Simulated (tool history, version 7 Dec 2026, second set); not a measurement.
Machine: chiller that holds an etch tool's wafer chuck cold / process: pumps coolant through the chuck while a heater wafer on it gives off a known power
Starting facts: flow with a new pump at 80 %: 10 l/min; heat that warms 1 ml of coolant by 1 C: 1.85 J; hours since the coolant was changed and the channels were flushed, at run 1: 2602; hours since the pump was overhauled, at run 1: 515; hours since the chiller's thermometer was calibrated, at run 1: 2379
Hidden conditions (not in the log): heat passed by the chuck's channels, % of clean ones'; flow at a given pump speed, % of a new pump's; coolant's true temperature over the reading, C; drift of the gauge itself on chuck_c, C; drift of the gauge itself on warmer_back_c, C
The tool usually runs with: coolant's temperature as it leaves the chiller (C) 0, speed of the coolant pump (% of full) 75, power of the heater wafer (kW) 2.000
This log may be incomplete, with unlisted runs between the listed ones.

| run | hour | coolant's temperature as it leaves the chiller (C) | speed of the coolant pump (% of full) | power of the heater wafer (kW) | hours since the coolant was changed and the channels were flushed | hours since the pump was overhauled | hours since the chiller's thermometer was calibrated | chuck's temperature once it has settled (C) | how much warmer the coolant comes back (C) |
|---|---|---|---|---|---|---|---|---|---|
| 1 | 0.0 | 0 | 75 | 2.000 | 2602 | 515 | 2379 | 19.3 | 7.00 |
| 2 | 47.2 | 0 | 75 | 2.000 | 2650 | 562 | 2426 | 19.4 | 7.07 |
| 3 | 83.6 | 0 | 75 | 2.000 | 2686 | 599 | 2462 | 19.4 | 7.01 |
| 4 | 118.6 | 0 | 75 | 2.000 | 2721 | 634 | 2497 | 19.3 | 7.02 |
| 5 | 168.5 | 0 | 75 | 2.000 | 2771 | 684 | 2547 | 19.4 | 7.09 |
| 6 | 191.3 | 0 | 75 | 2.000 | 2794 | 706 | 2570 | 19.4 | 7.00 |
| 7 | 230.7 | 0 | 75 | 2.000 | 2833 | 746 | 2609 | 19.7 | 7.07 |
| 8 | 264.8 | 0 | 70 | 2.000 | 2867 | 780 | 2644 | 20.4 | 7.55 |
| 9 | 313.3 | 0 | 91 | 2.000 | 2916 | 828 | 2692 | 17.7 | 5.84 |
| 10 | 347.7 | -9 | 75 | 2.000 | 2950 | 863 | 2726 | 10.6 | 7.08 |
| 11 | 389.8 | 0 | 75 | 2.000 | 2992 | 905 | 2768 | 19.7 | 7.14 |
| 12 | 414.6 | 5 | 75 | 2.000 | 3017 | 930 | 2793 | 24.5 | 7.10 |
| 13 | 449.6 | 0 | 81 | 2.000 | 3052 | 965 | 2828 | 18.8 | 6.61 |
| 14 | 489.4 | 0 | 81 | 2.000 | 3092 | 1005 | 2868 | 19.0 | 6.58 |
| 15 | 541.5 | 0 | 81 | 2.000 | 3144 | 1057 | 2920 | 19.0 | 6.57 |
| 16 | 594.5 | 0 | 81 | 2.000 | 3197 | 1110 | 2973 | 19.0 | 6.60 |
| 17 | 642.4 | -4 | 67 | 2.437 | 3245 | 1157 | 3021 | 21.7 | 9.65 |
| 18 | 673.8 | -4 | 74 | 1.630 | 3276 | 1189 | 3052 | 12.2 | 5.97 |
|  | 682.3 | coolant pump overhauled |
| 19 | 720.9 | -4 | 74 | 1.630 | 3318 | 39 | 3095 | 12.4 | 5.98 |
| 20 | 744.2 | -4 | 74 | 1.630 | 3342 | 62 | 3118 | 12.3 | 6.05 |
| 21 | 767.8 | 6 | 74 | 1.713 | 3365 | 85 | 3141 | 23.2 | 6.31 |
| 22 | 817.8 | 6 | 74 | 1.713 | 3415 | 135 | 3191 | 23.3 | 6.32 |
| 23 | 858.3 | 9 | 74 | 2.879 | 3456 | 176 | 3232 | 38.7 | 10.62 |
|  | 889.9 | coolant pump overhauled, once more |
| 24 | 900.8 | 0 | 95 | 1.232 | 3493 | 11 | 3269 | 10.5 | 3.35 |
| 25 | 935.0 | 0 | 84 | 2.458 | 3527 | 45 | 3304 | 23.0 | 7.70 |
| 26 | 970.8 | 0 | 84 | 2.458 | 3563 | 81 | 3339 | 23.0 | 7.66 |
| 27 | 1007.2 | 0 | 84 | 2.458 | 3600 | 117 | 3376 | 23.0 | 7.65 |
| 28 | 1033.0 | 0 | 75 | 1.177 | 3625 | 143 | 3402 | 11.4 | 4.11 |
| 29 | 1068.3 | -4 | 75 | 2.882 | 3661 | 178 | 3437 | 24.7 | 9.97 |
| 30 | 1100.2 | 2 | 79 | 1.830 | 3693 | 210 | 3469 | 19.4 | 6.08 |
| 31 | 1142.5 | -9 | 85 | 1.374 | 3735 | 253 | 3511 | 3.8 | 4.29 |

Here are 4 independent what-if runs from the current tool condition. What would each one return?
| A | 1183.6 | -8 | 75 | 1.198 | 3776 | 294 | 3552 | ? | ? |
| B | 1183.6 | -9 | 84 | 1.374 | 3776 | 294 | 3552 | ? | ? |
| C | 1183.6 | -2 | 61 | 1.212 | 3776 | 294 | 3552 | ? | ? |
| D | 1183.6 | -9 | 97 | 1.374 | 3776 | 294 | 3552 | ? | ? |

| run | chuck's temperature once it has settled (C) | how much warmer the coolant comes back (C) |
|---|---|---|
| A | 3.5 | 4.23 |
| B | 3.8 | 4.27 |
| C | 11.2 | 5.19 |
| D | 2.7 | 3.64 |
Stripped of hidden state, with their random variation kept, the same runs would have yielded:
| run | chuck's temperature once it has settled (C) | how much warmer the coolant comes back (C) |
|---|---|---|
| A | 2.8 | 4.18 |
| B | 2.9 | 4.22 |
| C | 10.3 | 5.13 |
| D | 1.9 | 3.59 |
